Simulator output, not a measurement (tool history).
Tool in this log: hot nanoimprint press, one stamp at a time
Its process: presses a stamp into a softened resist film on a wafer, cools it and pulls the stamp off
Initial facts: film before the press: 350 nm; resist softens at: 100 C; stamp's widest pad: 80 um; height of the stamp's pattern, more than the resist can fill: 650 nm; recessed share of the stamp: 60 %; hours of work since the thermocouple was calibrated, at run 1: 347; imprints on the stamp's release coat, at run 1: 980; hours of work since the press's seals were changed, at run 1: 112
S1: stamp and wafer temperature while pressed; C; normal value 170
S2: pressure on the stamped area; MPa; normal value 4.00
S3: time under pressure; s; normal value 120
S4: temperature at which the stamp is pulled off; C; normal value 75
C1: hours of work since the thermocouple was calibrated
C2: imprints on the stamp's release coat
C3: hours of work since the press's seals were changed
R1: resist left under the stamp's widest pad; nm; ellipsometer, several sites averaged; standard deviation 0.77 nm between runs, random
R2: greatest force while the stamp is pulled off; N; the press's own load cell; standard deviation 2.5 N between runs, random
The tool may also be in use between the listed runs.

Run 1, hour 0.0: usual settings; C1 347; C2 980; C3 112. Result: R1 121.3 nm, R2 134 N.
Run 2, hour 31.8: usual settings; C1 367; C2 1115; C3 133. Result: R1 120.6 nm, R2 145 N.
Run 3, hour 49.5: usual settings; C1 379; C2 1190; C3 144. Result: R1 120.2 nm, R2 146 N.
Run 4, hour 67.7: usual settings; C1 391; C2 1267; C3 156. Result: R1 120.9 nm, R2 148 N.
Run 5, hour 95.5: usual settings; C1 409; C2 1384; C3 175. Result: R1 120.6 nm, R2 153 N.
Run 6, hour 110.0: usual settings; C1 419; C2 1446; C3 184. Result: R1 119.9 nm, R2 153 N.
At hour 132.3: plate thermocouple calibrated.
Run 7, hour 141.3: usual settings but S1 176 C; C1 6; C2 1565; C3 203. Result: R1 95.1 nm, R2 164 N.
Run 8, hour 155.7: usual settings but S1 176 C; C1 15; C2 1626; C3 212. Result: R1 93.6 nm, R2 164 N.
Run 9, hour 183.5: usual settings but S1 176 C; C1 34; C2 1744; C3 230. Result: R1 94.1 nm, R2 168 N.
Run 10, hour 210.4: usual settings but S1 176 C; C1 51; C2 1858; C3 248. Result: R1 93.6 nm, R2 171 N.
Run 11, hour 241.5: usual settings; C1 72; C2 1989; C3 269. Result: R1 123.8 nm, R2 180 N.
Run 12, hour 260.6: usual settings but S2 3.24 MPa; C1 84; C2 2070; C3 281. Result: R1 136.3 nm, R2 179 N.
Run 13, hour 280.9: usual settings but S2 3.24 MPa; C1 98; C2 2156; C3 294. Result: R1 136.4 nm, R2 174 N.
At hour 312.4: stamp cleaned and given a new release coat.
Run 14, hour 317.7: usual settings but S2 3.24 MPa; C1 118; C2 22; C3 315. Result: R1 136.3 nm, R2 117 N.
Run 15, hour 351.0: usual settings but S1 168 C; C1 140; C2 163; C3 336. Result: R1 136.2 nm, R2 117 N.
Run 16, hour 366.2: usual settings but S2 4.64 MPa, S4 78 C; C1 150; C2 227; C3 346. Result: R1 115.3 nm, R2 108 N.
Run 17, hour 383.0: usual settings but S2 4.64 MPa, S4 78 C; C1 161; C2 299; C3 357. Result: R1 117.2 nm, R2 110 N.
Run 18, hour 406.0: usual settings but S2 2.86 MPa, S4 82 C; C1 176; C2 396; C3 372. Result: R1 140.2 nm, R2 100 N.
Run 19, hour 436.8: usual settings but S4 79 C; C1 196; C2 526; C3 393. Result: R1 124.2 nm, R2 116 N.
Run 20, hour 458.1: usual settings but S4 79 C; C1 210; C2 616; C3 407. Result: R1 123.4 nm, R2 114 N.
Run 21, hour 472.5: usual settings but S1 160 C, S4 79 C; C1 219; C2 677; C3 416. Result: R1 199.6 nm, R2 114 N.
Run 22, hour 498.7: usual settings but S1 165 C, S2 2.87 MPa, S4 65 C; C1 237; C2 788; C3 433. Result: R1 179.2 nm, R2 165 N.
Run 23, hour 521.3: usual settings but S1 165 C, S2 2.87 MPa, S4 65 C; C1 251; C2 883; C3 448. Result: R1 177.8 nm, R2 172 N.
Run 24, hour 536.6: usual settings but S2 5.47 MPa, S3 214 s, S4 74 C; C1 261; C2 948; C3 458. Result: R1 81.9 nm, R2 138 N.
Run 25, hour 566.8: usual settings but S2 2.49 MPa, S3 123 s, S4 72 C; C1 281; C2 1076; C3 478. Result: R1 146.9 nm, R2 147 N.
Run 26, hour 589.6: usual settings but S2 2.49 MPa, S3 123 s, S4 72 C; C1 296; C2 1173; C3 493. Result: R1 147.3 nm, R2 160 N.
Run 27, hour 616.5: usual settings but S2 2.49 MPa, S3 123 s, S4 72 C; C1 314; C2 1286; C3 511. Result: R1 146.1 nm, R2 158 N.
Run 28, hour 646.6: usual settings but S2 2.49 MPa, S3 78 s, S4 73 C; C1 334; C2 1414; C3 530. Result: R1 175.0 nm, R2 160 N.
Run 29, hour 672.9: usual settings but S1 167 C, S2 2.49 MPa, S3 78 s, S4 81 C; C1 351; C2 1525; C3 548. Result: R1 198.0 nm, R2 136 N.
At hour 694.1: press's hydraulic seals changed and the load cell set to zero.
Run 30, hour 701.2: usual settings but S1 180 C, S2 4.58 MPa, S3 124 s, S4 81 C; C1 364; C2 1611; C3 5. Result: R1 68.1 nm, R2 141 N.

Consider 3 possible next runs. They are alternatives, not a sequence: every one starts from the tool as it was left by run 30. What does each give?
Run A, hour 723.2: usual settings but S1 173 C, S2 4.58 MPa, S3 63 s, S4 65 C; C1 379; C2 1704; C3 19. Result: R1 ?, R2 ?.
Run B, hour 723.2: usual settings but S1 162 C, S2 2.71 MPa, S3 124 s, S4 81 C; C1 379; C2 1704; C3 19. Result: R1 ?, R2 ?.
Run C, hour 723.2: usual settings but S1 180 C, S2 3.02 MPa, S3 180 s, S4 68 C; C1 379; C2 1704; C3 19. Result: R1 ?, R2 ?.

run     R1   R2
  A  129.2  204
  B  197.6  136
  C   69.4  191
Stripped of hidden state, with their random variation kept, the same runs would have yielded:
run     R1   R2
  A  135.2  140
  B  206.1   94
  C   72.7  131
